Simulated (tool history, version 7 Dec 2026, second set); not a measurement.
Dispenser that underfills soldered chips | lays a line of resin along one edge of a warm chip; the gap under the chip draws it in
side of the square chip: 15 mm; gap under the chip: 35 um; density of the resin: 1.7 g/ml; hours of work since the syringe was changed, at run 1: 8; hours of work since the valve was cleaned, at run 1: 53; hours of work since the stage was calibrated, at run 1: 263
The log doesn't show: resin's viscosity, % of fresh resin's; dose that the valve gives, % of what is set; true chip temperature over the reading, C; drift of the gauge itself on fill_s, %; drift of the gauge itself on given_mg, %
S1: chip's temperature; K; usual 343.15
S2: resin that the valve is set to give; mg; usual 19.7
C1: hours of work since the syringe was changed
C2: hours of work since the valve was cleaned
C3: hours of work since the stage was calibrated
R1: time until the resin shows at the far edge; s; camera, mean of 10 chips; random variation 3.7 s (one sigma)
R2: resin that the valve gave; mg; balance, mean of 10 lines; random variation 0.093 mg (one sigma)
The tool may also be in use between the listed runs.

run   hour      S1    S2  C1  C2   C3      R1     R2
  1      0  343.15  19.7   8  53  263   658.5  18.92
       5.3  -- new syringe of resin
  2    8.7  343.15  21.2   2  59  269   450.1  20.09
  3   16.9  343.15  21.2   9  66  275     698  20.09
      21.1  -- dispensing valve cleaned and set on the balance
      22.3  -- new syringe of resin
  4   31.9  343.15  21.2   7   8  285   620.4  20.93
      38.4  -- new syringe of resin
  5   42.7  334.15  19.7   3  16  293   727.3  19.39
  6   48.5  345.15  19.7   8  20  298   598.5  19.35
      54.3  -- new syringe of resin
  7   55.4  345.15  19.7   1  25  302   384.6  19.17
  8   65.1  345.15  19.7   8  32  310   627.3  19.16
      70.5  -- new syringe of resin
  9   75.8  345.15  19.7   4  40  317   477.1  19.09
      87.1  -- new syringe of resin
 10   88.5  345.15  19.7   1  49  327   387.7  18.97
 11   97.2  345.15  19.7   8  56  333   612.2  18.83
     102.8  -- new syringe of resin
 12  109.7  345.15  17.2   5  65  342     546   16.4
     115.5  -- dispensing valve cleaned and set on the balance
     119.6  -- new syringe of resin
 13  120.6  343.15  19.7   1   4  349   410.2  19.75
 14  127.3  343.15  19.7   6   9  354   580.7  19.46
     135.9  -- new syringe of resin
 15  140.9  343.15  25.5   4  18  364   501.1  25.36
 16  147.5  343.15  25.5   9  23  369   703.8  25.02
       152  -- new syringe of resin
 17  155.6  332.15  19.7   3  29  375   789.8   19.2
     167.6  -- new syringe of resin
 18  167.6  332.15  19.7   0  38  384   649.3  19.03
 19  174.3  332.15  19.7   5  43  389   907.7  19.06
     183.7  -- new syringe of resin
 20  188.1  329.15  16.8   3  53  399   975.9   16.1
     200.5  -- new syringe of resin
 21  201.6  352.15  20.3   1  63  409   295.4   19.3
       210  -- dispensing valve cleaned and set on the balance
 22  213.7  352.15  20.3   9   3  417   502.3  20.23
     217.2  -- new syringe of resin
 23  221.3  353.15  19.5   3   8  422     336  19.34
     233.2  -- new syringe of resin
 24  233.2  340.15  18.2   0  17  431   467.1  17.97
 25  246.1  336.15  18.7  10  26  441  1060.9  18.39
     248.9  -- new syringe of resin
 26  258.2  347.15  22.6   7  35  449   528.8  21.96
     265.4  -- new syringe of resin
 27  267.7  330.15  16.8   2  42  456   851.6  16.19
 28  278.8  352.15  20.9  10  50  464     530  20.29
     281.7  -- new syringe of resin
 29  284.7  346.15  22.1   2  54  469   416.6  21.28
 30  295.6  353.15  19.7  10  63  477   550.4  18.78
     297.8  -- new syringe of resin
     304.4  -- dispensing valve cleaned and set on the balance
 31  309.6  353.15  19.7   8   4  486   463.2  19.44
     314.9  -- new syringe of resin
 32  321.3  336.15  19.2   5  12  495   778.3  18.93
     330.8  -- new syringe of resin
 33  333.3  343.15  21.5   2  21  503   439.6  20.91
 34  339.5  350.15  17.2   6  26  508   480.6  16.84
     346.8  -- new syringe of resin
 35    347  350.15  17.2   0  31  513   320.8  16.57
 36  358.9  355.15  16.8   9  40  522   488.1  16.33

Forecast each of these 3 alternatives for the next run:
     362.4  -- new syringe of resin
  A  366.2  332.15  24.6   3  45  527   ?   ?
     362.4  -- new syringe of resin
  B  366.2  350.15  23.4   3  45  527   ?   ?
     362.4  -- new syringe of resin
  C  366.2  330.15  19.7   3  45  527   ?   ?

run     R1     R2
  A  801.9  23.65
  B  369.6  22.54
  C  899.1     19
Without the tool's hidden state the same runs would have given:
run     R1     R2
  A  589.6  24.56
  B  274.3  23.41
  C    657  19.73
